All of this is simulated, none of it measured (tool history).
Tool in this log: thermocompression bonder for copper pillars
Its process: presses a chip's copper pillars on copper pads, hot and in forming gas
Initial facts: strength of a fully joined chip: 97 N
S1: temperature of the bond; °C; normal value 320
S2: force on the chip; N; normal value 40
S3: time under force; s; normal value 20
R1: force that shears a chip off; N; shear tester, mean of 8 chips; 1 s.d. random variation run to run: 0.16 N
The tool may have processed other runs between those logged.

{"run": 1, "hour": 0.0, "S1": 320, "S2": 40, "S3": 20, "R1": 69.6}
{"run": 2, "hour": 7.5, "S1": 320, "S2": 40, "S3": 20, "R1": 69.6}
{"run": 3, "hour": 14.7, "S1": 320, "S2": 40, "S3": 20, "R1": 69.5}
{"run": 4, "hour": 24.4, "S1": 320, "S2": 40, "S3": 20, "R1": 69.8}
{"run": 5, "hour": 34.9, "S1": 320, "S2": 40, "S3": 20, "R1": 69.7}
{"run": 6, "hour": 46.5, "S1": 320, "S2": 40, "S3": 20, "R1": 69.9}
{"run": 7, "hour": 59.8, "S1": 320, "S2": 40, "S3": 20, "R1": 70.4}
{"run": 8, "hour": 71.7, "S1": 320, "S2": 40, "S3": 12, "R1": 61.2}
{"run": 9, "hour": 83.1, "S1": 320, "S2": 40, "S3": 55, "R1": 85.8}
{"run": 10, "hour": 96.5, "S1": 320, "S2": 40, "S3": 55, "R1": 86.0}
{"run": 11, "hour": 102.5, "S1": 320, "S2": 40, "S3": 55, "R1": 86.5}
{"run": 12, "hour": 112.6, "S1": 320, "S2": 40, "S3": 55, "R1": 86.4}
{"run": 13, "hour": 120.2, "S1": 320, "S2": 40, "S3": 55, "R1": 86.6}
{"run": 14, "hour": 129.7, "S1": 320, "S2": 40, "S3": 55, "R1": 86.8}
{"run": 15, "hour": 139.0, "S1": 320, "S2": 40, "S3": 55, "R1": 87.0}
{"run": 16, "hour": 146.9, "S1": 320, "S2": 40, "S3": 55, "R1": 84.6}
{"run": 17, "hour": 153.3, "S1": 320, "S2": 40, "S3": 12, "R1": 60.6}
{"run": 18, "hour": 160.7, "S1": 320, "S2": 40, "S3": 12, "R1": 60.8}
{"run": 19, "hour": 172.1, "S1": 320, "S2": 40, "S3": 20, "R1": 69.5}
{"run": 20, "hour": 179.0, "S1": 320, "S2": 40, "S3": 20, "R1": 70.0}
{"run": 21, "hour": 189.3, "S1": 320, "S2": 49, "S3": 20, "R1": 77.0}
{"run": 22, "hour": 195.4, "S1": 320, "S2": 49, "S3": 20, "R1": 77.0}
{"run": 23, "hour": 201.1, "S1": 328, "S2": 49, "S3": 19, "R1": 80.1}
{"run": 24, "hour": 209.1, "S1": 320, "S2": 40, "S3": 11, "R1": 59.6}
{"run": 25, "hour": 214.9, "S1": 320, "S2": 40, "S3": 11, "R1": 59.6}
{"run": 26, "hour": 225.9, "S1": 320, "S2": 30, "S3": 20, "R1": 59.6}
{"run": 27, "hour": 235.2, "S1": 343, "S2": 40, "S3": 20, "R1": 82.1}
{"run": 28, "hour": 244.2, "S1": 300, "S2": 40, "S3": 55, "R1": 76.9}
{"run": 29, "hour": 255.1, "S1": 320, "S2": 40, "S3": 11, "R1": 60.1}
{"run": 30, "hour": 265.6, "S1": 320, "S2": 26, "S3": 44, "R1": 69.3}
{"run": 31, "hour": 273.6, "S1": 304, "S2": 51, "S3": 23, "R1": 73.6}
{"run": 32, "hour": 281.4, "S1": 320, "S2": 46, "S3": 20, "R1": 76.3}
{"run": 33, "hour": 292.9, "S1": 304, "S2": 50, "S3": 37, "R1": 80.5}
{"run": 34, "hour": 302.2, "S1": 320, "S2": 41, "S3": 28, "R1": 78.1}
{"run": 35, "hour": 313.0, "S1": 347, "S2": 40, "S3": 30, "R1": 90.3}
{"run": 36, "hour": 318.8, "S1": 320, "S2": 31, "S3": 20, "R1": 62.1}
{"run": 37, "hour": 332.4, "S1": 347, "S2": 50, "S3": 20, "R1": 90.6}
{"run": 38, "hour": 338.1, "S1": 347, "S2": 50, "S3": 20, "R1": 90.8}
{"run": 39, "hour": 347.7, "S1": 347, "S2": 50, "S3": 20, "R1": 91.1}

Not shown here: 2 entries made in the log between runs. Locate each between two listed runs and compare the hidden state at the listed run before it with the hidden state at the listed run after it:
Between runs 15 and 16: gauge calibrated (hour 146.8)
  drift of the gauge itself on shear_n, %: 2.58 -> 0
  measured value less the no-hidden-state value, R1: +2.1 -> +0.0 N
Between runs 25 and 26: forming gas filter changed (hour 221.4)
  oxide that the forming gas leaves, % of the face: 0.64 -> 0.5; drift of the gauge itself on shear_n, %: 1.26 -> 1.46
  measured value less the no-hidden-state value, R1: +0.7 -> +1.0 N
